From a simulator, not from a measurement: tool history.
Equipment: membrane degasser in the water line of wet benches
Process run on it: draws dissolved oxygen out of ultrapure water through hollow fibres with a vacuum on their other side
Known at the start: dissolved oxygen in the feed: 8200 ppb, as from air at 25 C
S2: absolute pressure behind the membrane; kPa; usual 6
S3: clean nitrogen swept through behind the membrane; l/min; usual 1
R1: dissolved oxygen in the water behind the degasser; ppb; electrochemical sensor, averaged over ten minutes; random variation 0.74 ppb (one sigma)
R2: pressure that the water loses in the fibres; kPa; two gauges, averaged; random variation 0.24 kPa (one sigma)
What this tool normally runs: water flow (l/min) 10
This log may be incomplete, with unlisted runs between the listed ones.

run 1 hour=0 | water_flow_(l/min)=10 S2=6 S3=1 | R1=70 R2=60.69
run 2 hour=27.2 | water_flow_(l/min)=10 S2=6 S3=1 | R1=71.5 R2=60.33
-- hour=40.9 vacuum gauge calibrated
run 3 hour=60.3 | water_flow_(l/min)=10 S2=7.31 S3=1 | R1=97.5 R2=60.56
run 4 hour=97 | water_flow_(l/min)=10 S2=6 S3=1 | R1=69.6 R2=60.33
run 5 hour=135.7 | water_flow_(l/min)=10 S2=6.55 S3=1 | R1=81.4 R2=60.81
run 6 hour=186.7 | water_flow_(l/min)=10 S2=6 S3=1 | R1=67.5 R2=60.65
run 7 hour=227.8 | water_flow_(l/min)=10 S2=6 S3=0.86 | R1=80.1 R2=61.18
run 8 hour=267.8 | water_flow_(l/min)=10 S2=6 S3=0.86 | R1=77.5 R2=60.6
run 9 hour=325.9 | water_flow_(l/min)=10 S2=6 S3=0.86 | R1=78.4 R2=60.58
run 10 hour=350.8 | water_flow_(l/min)=10 S2=6 S3=0.86 | R1=78.1 R2=60.87
run 11 hour=379.1 | water_flow_(l/min)=10 S2=6 S3=0.86 | R1=77.9 R2=60.81
run 12 hour=431.6 | water_flow_(l/min)=10 S2=6 S3=0.86 | R1=80 R2=60.57
run 13 hour=476.1 | water_flow_(l/min)=10 S2=6 S3=0.86 | R1=77.9 R2=60.78
run 14 hour=504.2 | water_flow_(l/min)=13 S2=6 S3=0.86 | R1=104.2 R2=79.45
run 15 hour=549 | water_flow_(l/min)=6 S2=6 S3=0.86 | R1=48.3 R2=36.57
run 16 hour=606.4 | water_flow_(l/min)=6 S2=6 S3=0.86 | R1=47.9 R2=36.66
run 17 hour=639.7 | water_flow_(l/min)=16 S2=12.6 S3=0.48 | R1=642.7 R2=96.98
run 18 hour=684 | water_flow_(l/min)=13 S2=12.6 S3=0.48 | R1=525.6 R2=78.85
run 19 hour=742.2 | water_flow_(l/min)=10 S2=6 S3=0.57 | R1=111.7 R2=60.74
run 20 hour=788.8 | water_flow_(l/min)=10 S2=6 S3=0.57 | R1=112.3 R2=60.5
run 21 hour=829.5 | water_flow_(l/min)=10 S2=6 S3=0.57 | R1=113.5 R2=60.65
run 22 hour=887.2 | water_flow_(l/min)=8 S2=6 S3=1.58 | R1=36 R2=48.81
run 23 hour=934.7 | water_flow_(l/min)=9 S2=4.46 S3=0.63 | R1=42.4 R2=54.92
run 24 hour=968.7 | water_flow_(l/min)=9 S2=4.46 S3=0.63 | R1=43.1 R2=54.65
run 25 hour=998.2 | water_flow_(l/min)=9 S2=14.55 S3=1.31 | R1=190.4 R2=54.85
run 26 hour=1049 | water_flow_(l/min)=9 S2=14.55 S3=1.31 | R1=188.6 R2=54.72
run 27 hour=1077.2 | water_flow_(l/min)=13 S2=6 S3=1.31 | R1=75.1 R2=79.22
run 28 hour=1108.4 | water_flow_(l/min)=8 S2=12.9 S3=0.65 | R1=282.8 R2=48.58
run 29 hour=1169.4 | water_flow_(l/min)=14 S2=8.53 S3=1.39 | R1=138.5 R2=85
run 30 hour=1195.9 | water_flow_(l/min)=14 S2=8.53 S3=1.39 | R1=138.7 R2=85.18
run 31 hour=1243.9 | water_flow_(l/min)=8 S2=5.4 S3=0.44 | R1=92.2 R2=48.68
run 32 hour=1290.7 | water_flow_(l/min)=8 S2=5.4 S3=0.44 | R1=92.6 R2=48.68

For some of the steps in R1 from one run to the next: how much would appear even if the tool had no hidden state, given the settings, what came in and random variation, and how much remains for the hidden state plus any gauge scatter that the measured result and the result without hidden state don't share?
Hidden state present: membrane still open, %; true pressure behind the membrane over the reading, kPa; air that leaks in behind the membrane, l/min; drift of the gauge itself on oxygen_ppb, %; drift of the gauge itself on loss_of_pressure_kpa, %.
Run 16 -> 17: water flow (l/min) 6 -> 16, S2 6 -> 12.6, S3 0.86 -> 0.48. R1 +594.8 ppb: hidden state +0.7, all else +594.1.
Run 18 -> 19: water flow (l/min) 13 -> 10, S2 12.6 -> 6, S3 0.48 -> 0.57. R1 -413.9 ppb: hidden state -2.4, all else -411.5.
Run 24 -> 25: S2 4.46 -> 14.55, S3 0.63 -> 1.31. R1 +147.3 ppb: hidden state +4.7, all else +142.6.
Run 27 -> 28: water flow (l/min) 13 -> 8, S2 6 -> 12.9, S3 1.31 -> 0.65. R1 +207.7 ppb: hidden state +6.2, all else +201.5.
Run 28 -> 29: water flow (l/min) 8 -> 14, S2 12.9 -> 8.53, S3 0.65 -> 1.39. R1 -144.3 ppb: hidden state -5, all else -139.3.
